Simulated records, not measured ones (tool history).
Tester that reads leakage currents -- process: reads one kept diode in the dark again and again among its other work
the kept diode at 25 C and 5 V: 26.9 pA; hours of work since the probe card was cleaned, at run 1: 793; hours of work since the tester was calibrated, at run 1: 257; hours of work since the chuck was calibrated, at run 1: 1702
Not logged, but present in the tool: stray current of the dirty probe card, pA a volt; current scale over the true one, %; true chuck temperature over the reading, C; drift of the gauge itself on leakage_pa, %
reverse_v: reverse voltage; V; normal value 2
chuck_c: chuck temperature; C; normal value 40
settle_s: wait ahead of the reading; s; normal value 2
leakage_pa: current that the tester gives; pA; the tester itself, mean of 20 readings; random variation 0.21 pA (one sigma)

run,hour,reverse_v,chuck_c,settle_s,hours of work since the probe card was cleaned,hours of work since the tester was calibrated,hours of work since the chuck was calibrated,leakage_pa
1,0,2,40,2,793,257,1702,67.23
2,40.8,4.51,40,2,814,277,1723,92.21
3,90.1,4.51,40,0.44,839,303,1748,93.76
4,134.9,2,40,2,862,325,1770,67.87
5,173.7,2,40,1.98,882,345,1790,67.61
6,207.8,2,40,1.98,899,362,1807,67.74
7,250.7,2,40,1.98,921,384,1829,67.5
8,300.9,2,40,1.98,946,410,1855,67.53
9,331,2,40,2,962,425,1870,67.49
10,366.7,2,40,2,980,443,1888,67.13
11,409.1,2,40,2,1001,465,1910,67.27
12,460.8,2,40,2,1027,491,1936,67.77
13,508.5,2,40,2,1052,515,1960,67.91
14,530.4,2,40,2,1063,526,1971,67.75
15,568.3,2,40,0.48,1082,545,1990,68.26
# hour 603.7: chuck's temperature calibrated
16,614.8,2,34,2,1105,568,6,41.42
17,638.9,2,34,2,1117,580,18,41.5
18,678.5,5.29,20,2,1137,600,38,18.23
19,714.3,5.29,20,2,1155,618,56,18.17
20,757.2,2,35,6.5,1177,640,78,44.95
21,805.9,5.08,35,8.64,1202,665,103,64.14
22,848.1,5.08,35,8.64,1223,686,124,63.64
23,880.8,2,40,9.83,1240,703,141,67.16
24,924.5,1.92,39,0.6,1262,725,163,61.9
25,965.8,1.92,39,0.6,1283,746,184,61.74
26,1013.8,1.92,26,4.98,1307,771,208,20.59
27,1035.5,1.92,26,4.98,1318,782,219,20.57

Predict each of these 3 candidate next runs independently; none follows another, all start after run 27:
A,1060.3,16.2,23,0.31,1331,794,232,?
B,1060.3,2.71,59,0.92,1331,794,232,?
C,1060.3,8.13,39,7.49,1331,794,232,?

run,leakage_pa
A,48.26
B,318.15
C,106.57
Without the tool's unlogged condition, the same runs would have read:
run,leakage_pa
A,48.12
B,318.11
C,106.49

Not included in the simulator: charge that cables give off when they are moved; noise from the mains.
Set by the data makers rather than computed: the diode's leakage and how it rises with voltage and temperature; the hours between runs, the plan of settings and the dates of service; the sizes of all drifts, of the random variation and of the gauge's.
